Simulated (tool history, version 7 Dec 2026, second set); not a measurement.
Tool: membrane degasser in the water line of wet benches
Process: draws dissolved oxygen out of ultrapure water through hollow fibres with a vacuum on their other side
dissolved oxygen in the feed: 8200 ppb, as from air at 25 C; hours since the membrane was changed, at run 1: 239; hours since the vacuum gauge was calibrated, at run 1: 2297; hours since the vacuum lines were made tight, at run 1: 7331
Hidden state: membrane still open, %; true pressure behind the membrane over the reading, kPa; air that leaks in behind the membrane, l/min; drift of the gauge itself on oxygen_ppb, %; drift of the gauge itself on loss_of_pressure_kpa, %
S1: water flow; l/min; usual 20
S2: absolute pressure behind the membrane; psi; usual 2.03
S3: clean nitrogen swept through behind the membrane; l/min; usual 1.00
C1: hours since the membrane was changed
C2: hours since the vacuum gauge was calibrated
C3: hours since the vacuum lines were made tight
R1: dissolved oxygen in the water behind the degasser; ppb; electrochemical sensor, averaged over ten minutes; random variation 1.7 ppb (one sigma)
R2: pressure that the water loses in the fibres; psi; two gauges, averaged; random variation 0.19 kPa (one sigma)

| run | hour | S1 | S2 | S3 | C1 | C2 | C3 | R1 | R2 |
|---|---|---|---|---|---|---|---|---|---|
| 1 | 0.0 | 20 | 2.03 | 1.00 | 239 | 2297 | 7331 | 481.0 | 5.736 |
| 2 | 38.9 | 20 | 2.03 | 1.00 | 278 | 2336 | 7370 | 483.8 | 5.656 |
| 3 | 67.6 | 20 | 2.03 | 1.00 | 307 | 2365 | 7398 | 482.2 | 5.688 |
| 4 | 95.2 | 20 | 2.03 | 1.00 | 335 | 2392 | 7426 | 485.5 | 5.707 |
| 5 | 120.2 | 20 | 2.96 | 1.00 | 360 | 2417 | 7451 | 732.8 | 5.688 |
| 6 | 154.1 | 20 | 1.45 | 1.00 | 393 | 2451 | 7485 | 318.0 | 5.696 |
| 7 | 176.4 | 20 | 1.45 | 1.00 | 416 | 2474 | 7507 | 319.3 | 5.739 |
| 8 | 200.8 | 20 | 2.03 | 1.00 | 440 | 2498 | 7531 | 482.3 | 5.699 |
| 9 | 218.9 | 20 | 2.71 | 1.00 | 458 | 2516 | 7550 | 670.2 | 5.680 |
| 10 | 253.4 | 20 | 2.49 | 1.00 | 493 | 2551 | 7584 | 616.6 | 5.720 |
| 11 | 277.3 | 20 | 2.03 | 2.15 | 517 | 2574 | 7608 | 257.2 | 5.627 |
| 12 | 301.3 | 20 | 2.03 | 2.15 | 541 | 2598 | 7632 | 257.7 | 5.748 |
| 13 | 328.7 | 20 | 2.03 | 2.15 | 568 | 2626 | 7659 | 258.5 | 5.704 |
| 14 | 363.8 | 25 | 2.03 | 1.00 | 603 | 2661 | 7695 | 607.0 | 7.121 |
| 15 | 386.9 | 25 | 2.03 | 1.00 | 626 | 2684 | 7718 | 609.2 | 7.127 |
| 16 | 424.0 | 25 | 2.03 | 1.00 | 663 | 2721 | 7755 | 608.6 | 7.098 |
| 17 | 448.3 | 25 | 2.03 | 1.00 | 688 | 2745 | 7779 | 612.2 | 7.143 |
| 18 | 488.4 | 14 | 1.60 | 0.91 | 728 | 2786 | 7819 | 277.9 | 3.971 |
| 19 | 526.2 | 19 | 2.03 | 1.00 | 766 | 2823 | 7857 | 461.8 | 5.385 |
| 20 | 555.3 | 17 | 4.63 | 1.00 | 795 | 2852 | 7886 | 1011.9 | 4.862 |
| 21 | 575.6 | 20 | 2.92 | 1.66 | 815 | 2873 | 7906 | 481.1 | 5.690 |
| 22 | 598.4 | 20 | 2.55 | 1.08 | 838 | 2896 | 7929 | 592.9 | 5.742 |
| 23 | 635.0 | 15 | 3.76 | 1.00 | 874 | 2932 | 7966 | 739.9 | 4.271 |
| 24 | 674.4 | 15 | 3.76 | 1.00 | 914 | 2972 | 8005 | 742.4 | 4.264 |
| 25 | 708.6 | 15 | 3.76 | 1.00 | 948 | 3006 | 8039 | 744.7 | 4.295 |
| 26 | 743.0 | 16 | 2.29 | 1.38 | 982 | 3040 | 8074 | 346.5 | 4.556 |
| 27 | 785.7 | 16 | 2.29 | 1.38 | 1025 | 3083 | 8116 | 345.8 | 4.605 |
| 28 | 814.1 | 16 | 2.29 | 1.38 | 1053 | 3111 | 8145 | 343.8 | 4.535 |
| 29 | 834.5 | 24 | 2.03 | 1.30 | 1074 | 3132 | 8165 | 480.6 | 6.843 |

Measured less the same run without the tool's hidden state. The same run-to-run variation is in both; the gauge's scatter may not be:
| run | R1 |
|---|---|
| 1 | +8.2 |
| 2 | +8.4 |
| 3 | +8.4 |
| 4 | +8.4 |
| 5 | +11.7 |
| 6 | +6.5 |
| 7 | +6.5 |
| 8 | +8.6 |
| 9 | +11.1 |
| 10 | +10.5 |
| 11 | +6.1 |
| 12 | +6.2 |
| 13 | +6.2 |
| 14 | +8.4 |
| 15 | +8.5 |
| 16 | +8.6 |
| 17 | +8.6 |
| 18 | +8.6 |
| 19 | +9.6 |
| 20 | +21.0 |
| 21 | +10.6 |
| 22 | +11.3 |
| 23 | +18.7 |
| 24 | +18.9 |
| 25 | +19.0 |
| 26 | +10.1 |
| 27 | +10.2 |
| 28 | +10.1 |
| 29 | +9.1 |
R2: within 0.020 psi of the measured result in every run.
